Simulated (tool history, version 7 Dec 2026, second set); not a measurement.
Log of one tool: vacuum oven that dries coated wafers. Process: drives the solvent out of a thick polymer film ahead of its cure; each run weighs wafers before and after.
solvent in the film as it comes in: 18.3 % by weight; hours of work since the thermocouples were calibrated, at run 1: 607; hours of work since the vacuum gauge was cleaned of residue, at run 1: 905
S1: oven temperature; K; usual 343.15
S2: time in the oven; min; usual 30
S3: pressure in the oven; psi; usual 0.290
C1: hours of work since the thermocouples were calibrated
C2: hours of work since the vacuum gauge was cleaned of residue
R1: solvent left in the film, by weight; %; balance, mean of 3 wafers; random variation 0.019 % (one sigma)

run     day      S1  S2     S3   C1    C2     R1
  1   0.000  343.15  30  0.290  607   905   3.92
  2   1.842  343.15  30  0.290  628   926   3.89
  3   3.683  343.15  30  0.290  650   948   3.94
  4   5.521  343.15  30  0.290  671   969   3.93
  5   7.292  343.15  25  0.290  691   989   4.57
  6   9.462  343.15  30  0.290  716  1014   3.97
     10.838  -- vacuum gauge cleaned of residue and calibrated
  7  10.838  343.15  30  0.290  731     0   3.48
  8  12.546  343.15  30  0.290  750    20   3.46
  9  14.421  343.15  30  0.290  772    41   3.46
 10  15.921  328.15  17  0.561  789    58  13.85
 11  18.379  328.15  17  0.561  817    86  13.79
 12  19.729  328.15  17  0.561  833   102  13.82
 13  21.429  343.15  18  0.290  852   121   5.45
 14  23.492  329.15  36  0.524  876   145  10.99
 15  25.542  343.15  52  0.167  899   169   1.53
 16  27.304  343.15  18  0.373  920   189   5.94
 17  28.579  343.15  48  0.528  934   203   4.16

4 ways to go on from here, each from the tool as it stands after run 17. What would each give?
  A  30.338  343.15  23  0.590  954  224   ?
  B  30.338  354.15  31  0.290  954  224   ?
  C  30.338  343.15  49  0.157  954  224   ?
  D  30.338  333.15  48  0.528  954  224   ?

run    R1
  A  6.27
  B  1.44
  C  1.54
  D  8.07
Without the tool's hidden state the same runs would have given:
run    R1
  A  6.87
  B  1.50
  C  1.70
  D  8.72
